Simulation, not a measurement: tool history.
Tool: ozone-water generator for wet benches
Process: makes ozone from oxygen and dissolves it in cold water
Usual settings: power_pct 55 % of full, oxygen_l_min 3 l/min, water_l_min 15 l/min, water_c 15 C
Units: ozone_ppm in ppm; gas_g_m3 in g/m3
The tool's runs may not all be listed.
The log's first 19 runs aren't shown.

run,hour,power_pct,oxygen_l_min,water_l_min,water_c,hours of work since the electrodes were changed,hours of work since the contactor was cleaned,hours of work since the thermometer was calibrated,ozone_ppm,gas_g_m3
20,473,54,1.61,22,13,1479,3539,159,12.6,304.2
21,502.6,54,1.61,22,13,1508,3568,188,12.1,302.7
22,534.3,54,1.61,22,13,1538,3598,219,12.2,299.3
23,567.2,58,3,15,15,1570,3630,251,21.2,225.8
24,585.2,58,3,15,15,1588,3648,268,21.4,226.6
25,616.5,90,3,18,15,1618,3678,298,26.1,326.2
26,631.1,90,3,18,15,1632,3692,312,26.2,332.5
27,664.4,48,2.11,23,8,1664,3724,345,11.5,234.6
28,678.8,48,2.11,23,8,1678,3738,359,11.4,231.9
29,698.7,48,2.11,23,8,1698,3758,378,11.6,231.3
30,727.1,83,3.8,24,19,1725,3785,405,17.7,266.6
31,758.6,71,3.79,24,12,1755,3815,436,16.5,232.4
32,777,91,3.79,24,12,1773,3833,454,20.5,290.1

5 ways to go on from here, each from the tool as it stands after run 32. What would each give?
A,806.2,55,3,14,9,1802,3862,482,?,?
B,806.2,53,2.42,24,18,1802,3862,482,?,?
C,806.2,91,3.79,24,21,1802,3862,482,?,?
D,806.2,88,1.71,15,12,1802,3862,482,?,?
E,806.2,55,3.19,14,20,1802,3862,482,?,?

run,ozone_ppm,gas_g_m3
A,23.1,215.8
B,11.5,234.7
C,18.8,288.8
D,29,442.8
E,20.4,206.9
Without the tool's hidden state the same runs would have given:
run,ozone_ppm,gas_g_m3
A,24.6,220.2
B,12.3,239.3
C,20.5,298.1
D,31.2,456.7
E,21.7,211.2
